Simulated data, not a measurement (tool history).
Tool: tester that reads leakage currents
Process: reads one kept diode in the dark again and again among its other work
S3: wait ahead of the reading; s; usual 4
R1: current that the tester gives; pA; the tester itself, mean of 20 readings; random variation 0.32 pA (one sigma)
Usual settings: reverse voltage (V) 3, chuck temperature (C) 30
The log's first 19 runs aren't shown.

Run 20, hour 1008.2: usual settings but reverse voltage (V) 2.47. Result: R1 105.38 pA.
Run 21, hour 1046.8: usual settings but reverse voltage (V) 2.47, chuck temperature (C) 58. Result: R1 1026.84 pA.
Run 22, hour 1122.6: usual settings but chuck temperature (C) 41. Result: R1 300.73 pA.
Run 23, hour 1196.6: usual settings but reverse voltage (V) 5.79, chuck temperature (C) 35, S3 5.4 s. Result: R1 252.31 pA.
Run 24, hour 1267.2: usual settings but reverse voltage (V) 2.91. Result: R1 117.3 pA.
Run 25, hour 1330: usual settings but reverse voltage (V) 12.62, S3 0.64 s. Result: R1 251.32 pA.
Run 26, hour 1383.5: usual settings but reverse voltage (V) 12.62, S3 0.64 s. Result: R1 251.77 pA.
Run 27, hour 1422.5: usual settings but reverse voltage (V) 1.69, chuck temperature (C) 53, S3 1.08 s. Result: R1 597.21 pA.
Run 28, hour 1492.3: usual settings but reverse voltage (V) 5.46, chuck temperature (C) 21, S3 0.8 s. Result: R1 74.77 pA.
Run 29, hour 1551.5: usual settings but reverse voltage (V) 4.69, chuck temperature (C) 46, S3 4.27 s. Result: R1 577.5 pA.
Run 30, hour 1615.6: usual settings but reverse voltage (V) 2.23, chuck temperature (C) 51, S3 3.43 s. Result: R1 594.31 pA.
Run 31, hour 1651.4: usual settings but reverse voltage (V) 9.66, chuck temperature (C) 36, S3 0.83 s. Result: R1 370.78 pA.
Run 32, hour 1719.8: usual settings but reverse voltage (V) 9.66, chuck temperature (C) 36, S3 3.04 s. Result: R1 371.86 pA.
Run 33, hour 1761.9: usual settings but reverse voltage (V) 9.66, chuck temperature (C) 36, S3 3.04 s. Result: R1 373.78 pA.
Run 34, hour 1825.9: usual settings but S3 1.42 s. Result: R1 124.46 pA.
Run 35, hour 1865.6: usual settings but reverse voltage (V) 5.51, chuck temperature (C) 31, S3 9.9 s. Result: R1 185.08 pA.
Run 36, hour 1899.7: usual settings but reverse voltage (V) 5.51, chuck temperature (C) 31, S3 9.9 s. Result: R1 186.04 pA.
Run 37, hour 1973.5: usual settings but reverse voltage (V) 5.51, chuck temperature (C) 31, S3 9.9 s. Result: R1 187.72 pA.
Run 38, hour 2007.2: usual settings but reverse voltage (V) 5.51, chuck temperature (C) 31, S3 9.9 s. Result: R1 186.92 pA.
Run 39, hour 2061.8: usual settings but reverse voltage (V) 5.51, chuck temperature (C) 31, S3 9.9 s. Result: R1 188.09 pA.
Run 40, hour 2126.8: usual settings but reverse voltage (V) 1, chuck temperature (C) 35. Result: R1 113.79 pA.
Run 41, hour 2181.2: usual settings but reverse voltage (V) 6.33, chuck temperature (C) 26, S3 1.22 s. Result: R1 133.06 pA.

3 ways to go on from here, each from the tool as it stands after run 41. What would each give?
Run A, hour 2255.5: usual settings but reverse voltage (V) 4.71, chuck temperature (C) 32. Result: R1 ?.
Run B, hour 2255.5: usual settings but reverse voltage (V) 8.77, chuck temperature (C) 52, S3 0.77 s. Result: R1 ?.
Run C, hour 2255.5: usual settings but reverse voltage (V) 1.6, chuck temperature (C) 26, S3 0.53 s. Result: R1 ?.

run       R1
  A    192.4
  B  1326.88
  C    66.77
Without the tool's hidden state the same runs would have given:
run       R1
  A   156.97
  B  1118.88
  C     54.2
